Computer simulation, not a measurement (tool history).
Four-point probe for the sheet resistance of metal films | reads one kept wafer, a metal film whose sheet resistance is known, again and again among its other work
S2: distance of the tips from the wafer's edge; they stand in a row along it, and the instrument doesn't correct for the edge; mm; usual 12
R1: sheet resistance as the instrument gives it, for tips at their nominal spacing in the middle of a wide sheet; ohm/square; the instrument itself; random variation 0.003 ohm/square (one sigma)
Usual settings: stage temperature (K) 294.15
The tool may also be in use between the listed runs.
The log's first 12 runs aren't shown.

Run 13, day 29.858: usual settings. Result: R1 15.002301 ohm/square.
Run 14, day 33.221: usual settings. Result: R1 15.002514 ohm/square.
Run 15, day 36.362: usual settings. Result: R1 15.00029 ohm/square.
Run 16, day 37.946: usual settings. Result: R1 15.00858 ohm/square.
Run 17, day 40.204: usual settings but stage temperature (K) 296.15. Result: R1 14.991094 ohm/square.
Run 18, day 43.292: usual settings. Result: R1 15.00553 ohm/square.
Run 19, day 45.996: usual settings. Result: R1 15.006631 ohm/square.
Run 20, day 49.696: usual settings but stage temperature (K) 305.15. Result: R1 14.960731 ohm/square.
Run 21, day 52.892: usual settings but stage temperature (K) 305.15. Result: R1 14.963438 ohm/square.
Run 22, day 56.175: usual settings but stage temperature (K) 305.15. Result: R1 14.95856 ohm/square.
Run 23, day 58.362: usual settings but stage temperature (K) 305.15. Result: R1 14.966125 ohm/square.
Run 24, day 59.933: usual settings but stage temperature (K) 305.15. Result: R1 14.957667 ohm/square.
Run 25, day 62.862: usual settings but stage temperature (K) 304.15. Result: R1 14.965023 ohm/square.
Run 26, day 64.738: usual settings but stage temperature (K) 304.15. Result: R1 14.964934 ohm/square.
Run 27, day 67.625: usual settings but stage temperature (K) 301.15, S2 21 mm. Result: R1 14.963662 ohm/square.
Run 28, day 71.042: usual settings but stage temperature (K) 307.15, S2 15 mm. Result: R1 14.953477 ohm/square.
Run 29, day 74.762: usual settings but stage temperature (K) 302.15, S2 3 mm. Result: R1 15.310191 ohm/square.
Run 30, day 78.212: usual settings but stage temperature (K) 302.15, S2 3 mm. Result: R1 15.30522 ohm/square.
Run 31, day 80.017: usual settings but stage temperature (K) 292.15, S2 70 mm. Result: R1 14.993427 ohm/square.
Run 32, day 82.775: usual settings but stage temperature (K) 301.15, S2 6 mm. Result: R1 15.045421 ohm/square.
Run 33, day 85.275: usual settings but stage temperature (K) 297.15, S2 46 mm. Result: R1 14.970563 ohm/square.

Run 34 comes next. What will it give?
Run 34, day 88.383: usual settings but stage temperature (K) 295.15, S2 46 mm. Result: R1 ?.

R1: 14.977428 ohm/square
Without the tool's hidden state the same run would have given R1 14.976874 ohm/square.

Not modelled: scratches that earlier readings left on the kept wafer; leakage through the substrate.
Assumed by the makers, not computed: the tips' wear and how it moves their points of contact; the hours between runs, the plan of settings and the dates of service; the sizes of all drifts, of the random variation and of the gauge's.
